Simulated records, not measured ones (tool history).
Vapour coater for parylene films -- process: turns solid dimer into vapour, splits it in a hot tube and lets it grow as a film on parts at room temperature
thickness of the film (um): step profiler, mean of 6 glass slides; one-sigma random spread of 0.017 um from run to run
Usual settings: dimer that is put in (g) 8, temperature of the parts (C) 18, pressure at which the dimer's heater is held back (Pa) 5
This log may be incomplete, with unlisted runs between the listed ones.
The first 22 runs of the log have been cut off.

| run | hour | dimer that is put in (g) | temperature of the parts (C) | pressure at which the dimer's heater is held back (Pa) | hours of work since the trap's valve was overhauled | hours of work since the table's thermometer was calibrated | thickness of the film (um) |
|---|---|---|---|---|---|---|---|
| 23 | 363.3 | 8 | 18 | 5 | 13 | 549 | 2.23 |
| 24 | 384 | 8 | 18 | 5 | 28 | 564 | 2.26 |
| 25 | 404.7 | 8 | 18 | 5 | 44 | 580 | 2.24 |
| 26 | 420 | 7 | 18 | 3.41 | 55 | 591 | 2.07 |
| 27 | 431.8 | 7 | 18 | 3.41 | 64 | 600 | 2.05 |
| 28 | 442.9 | 9 | 12 | 10.03 | 72 | 609 | 2.94 |
| 29 | 453.4 | 9 | 12 | 10.03 | 80 | 616 | 2.91 |
| 30 | 472.9 | 9 | 12 | 10.03 | 95 | 631 | 2.95 |
| 31 | 493.9 | 9 | 12 | 10.03 | 111 | 647 | 2.91 |
| 32 | 510.4 | 9 | 16 | 9.52 | 123 | 659 | 2.49 |
| 33 | 524.1 | 3 | 12 | 6.88 | 133 | 669 | 1.03 |
| 34 | 539.8 | 3 | 12 | 6.88 | 145 | 681 | 1.03 |
| 35 | 550.2 | 11 | 23 | 9.53 | 153 | 689 | 2.29 |
| 36 | 563.6 | 13 | 23 | 9.53 | 163 | 699 | 2.71 |
| 37 | 576.9 | 5 | 15 | 9.06 | 173 | 709 | 1.45 |
| 38 | 594.7 | 5 | 15 | 11.57 | 186 | 722 | 1.4 |
| 39 | 612.9 | 8 | 13 | 4.68 | 200 | 736 | 2.73 |
| 40 | 632.6 | 13 | 14 | 2.69 | 215 | 751 | 4.57 |
| 41 | 646.3 | 13 | 14 | 2.69 | 225 | 761 | 4.55 |
| 42 | 660.6 | 8 | 22 | 5.57 | 235 | 772 | 1.83 |
| 43 | 670.7 | 5 | 26 | 5.57 | 243 | 779 | 0.96 |
| 44 | 680.9 | 5 | 26 | 5.57 | 251 | 787 | 0.97 |

Run 45 comes next. What will it give?
| 45 | 697.2 | 5 | 26 | 5.57 | 263 | 799 | ? |

{"run 45": {"thickness of the film (um)": 0.99}}
If the tool had no hidden condition, the same run with the same run-to-run variation would have returned thickness of the film (um) 1.01.
